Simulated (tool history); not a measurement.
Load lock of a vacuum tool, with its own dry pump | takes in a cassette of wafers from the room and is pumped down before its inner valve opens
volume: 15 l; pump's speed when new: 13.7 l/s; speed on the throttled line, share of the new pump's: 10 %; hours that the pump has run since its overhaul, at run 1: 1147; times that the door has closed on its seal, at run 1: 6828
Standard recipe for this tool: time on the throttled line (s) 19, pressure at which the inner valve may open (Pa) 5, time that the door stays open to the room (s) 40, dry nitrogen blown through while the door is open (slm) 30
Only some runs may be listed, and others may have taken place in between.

| run | day | time on the throttled line (s) | pressure at which the inner valve may open (Pa) | time that the door stays open to the room (s) | dry nitrogen blown through while the door is open (slm) | hours that the pump has run since its overhaul | times that the door has closed on its seal | incoming humidity of the room's air, % | time from the closed door until the inner valve may open (s) | rise of the pressure with all valves shut (Pa/min) |
|---|---|---|---|---|---|---|---|---|---|---|
| 1 | 0 | 19 | 5 | 40 | 30 | 1147 | 6828 | 44.9 | 28.1 | 0.051 |
| 2 | 2.208 | 19 | 5 | 40 | 30 | 1200 | 7023 | 42.6 | 27.8 | 0.046 |
| 3 | 4.096 | 16 | 5 | 40 | 30 | 1245 | 7189 | 49.3 | 25.5 | 0.052 |
| 4 | 6.562 | 19 | 5 | 40 | 45 | 1304 | 7407 | 43.1 | 28 | 0.042 |
| 5 | 9.821 | 19 | 5 | 81 | 30 | 1383 | 7694 | 50.4 | 28.2 | 0.061 |
| 6 | 12.088 | 19 | 5 | 40 | 30 | 1437 | 7893 | 45.2 | 28 | 0.054 |
| 7 | 14.712 | 19 | 5 | 40 | 30 | 1500 | 8125 | 48.5 | 28.2 | 0.053 |
| 8 | 16.892 | 20 | 5 | 40 | 30 | 1552 | 8317 | 45.2 | 29 | 0.052 |
| 9 | 20.779 | 19 | 5 | 40 | 30 | 1646 | 8659 | 44.6 | 27.9 | 0.048 |
| 10 | 22.9 | 19 | 5 | 40 | 30 | 1697 | 8846 | 44.2 | 28.3 | 0.052 |
| 11 | 25.033 | 28 | 5 | 40 | 30 | 1748 | 9034 | 44.5 | 36.1 | 0.054 |
| 12 | 28.642 | 28 | 5 | 40 | 30 | 1834 | 9352 | 41.7 | 36.7 | 0.047 |
| 13 | 31.675 | 28 | 5 | 40 | 30 | 1907 | 9620 | 44.9 | 36.2 | 0.059 |
| 14 | 34.558 | 28 | 5 | 40 | 30 | 1976 | 9874 | 40.4 | 36.5 | 0.053 |
| 15 | 38.05 | 28 | 5 | 40 | 30 | 2060 | 10181 | 47.4 | 36.3 | 0.056 |
| 16 | 41.654 | 28 | 5 | 40 | 30 | 2147 | 10499 | 47.6 | 36.5 | 0.059 |
| 17 | 43.817 | 15 | 8 | 79 | 11 | 2199 | 10690 | 45.6 | 24 | 0.087 |
| 18 | 45.742 | 19 | 5 | 40 | 12 | 2245 | 10859 | 46.3 | 28.1 | 0.079 |
| 19 | 49.017 | 17 | 9 | 40 | 30 | 2323 | 11148 | 45.6 | 25.7 | 0.065 |
| 20 | 52.454 | 19 | 4 | 228 | 30 | 2406 | 11451 | 45.1 | 28.5 | 0.08 |
| 21 | 54.917 | 37 | 4 | 99 | 23 | 2465 | 11668 | 44.6 | 44.9 | 0.08 |
| 22 | 58.896 | 38 | 5 | 218 | 18 | 2560 | 12018 | 42.7 | 45.2 | 0.093 |
| 23 | 61.683 | 38 | 5 | 218 | 18 | 2627 | 12264 | 46.8 | 45.4 | 0.1 |
| 24 | 65.708 | 38 | 5 | 218 | 18 | 2724 | 12619 | 42.5 | 45.3 | 0.096 |
| 25 | 68.908 | 12 | 4 | 40 | 30 | 2801 | 12901 | 49.6 | 22.3 | 0.076 |
| 26 | 70.842 | 12 | 4 | 40 | 30 | 2847 | 13071 | 45.2 | 22.3 | 0.072 |
| 27 | 72.596 | 11 | 5 | 121 | 8 | 2889 | 13226 | 44.1 | 21.2 | 0.114 |
| 28 | 76.012 | 11 | 5 | 122 | 8 | 2971 | 13527 | 48.6 | 20.8 | 0.117 |
| 29 | 79.608 | 19 | 8 | 40 | 30 | 3057 | 13843 | 48.1 | 27.7 | 0.069 |
| 30 | 81.912 | 31 | 5 | 40 | 29 | 3113 | 14047 | 45.5 | 39 | 0.073 |
| 31 | 85.488 | 19 | 5 | 40 | 16 | 3199 | 14362 | 45.1 | 28.2 | 0.09 |

Each row is a separate what-if for the run after 31, all from the same tool condition, not one after another. Results?
| A | 88.521 | 11 | 5 | 40 | 16 | 3271 | 14629 | 47.6 | ? | ? |
| B | 88.521 | 33 | 5 | 63 | 30 | 3271 | 14629 | 47.4 | ? | ? |
| C | 88.521 | 32 | 5 | 154 | 30 | 3271 | 14629 | 43.4 | ? | ? |
| D | 88.521 | 31 | 7 | 40 | 30 | 3271 | 14629 | 43.3 | ? | ? |
| E | 88.521 | 23 | 6 | 40 | 15 | 3271 | 14629 | 44.1 | ? | ? |

| run | time from the closed door until the inner valve may open (s) | rise of the pressure with all valves shut (Pa/min) |
|---|---|---|
| A | 20.9 | 0.087 |
| B | 41 | 0.077 |
| C | 40.2 | 0.084 |
| D | 38.7 | 0.074 |
| E | 31.6 | 0.086 |
With no hidden state in the tool, these same runs would have given:
| run | time from the closed door until the inner valve may open (s) | rise of the pressure with all valves shut (Pa/min) |
|---|---|---|
| A | 20.7 | 0.039 |
| B | 40.9 | 0.029 |
| C | 40 | 0.036 |
| D | 38.5 | 0.026 |
| E | 31.4 | 0.036 |
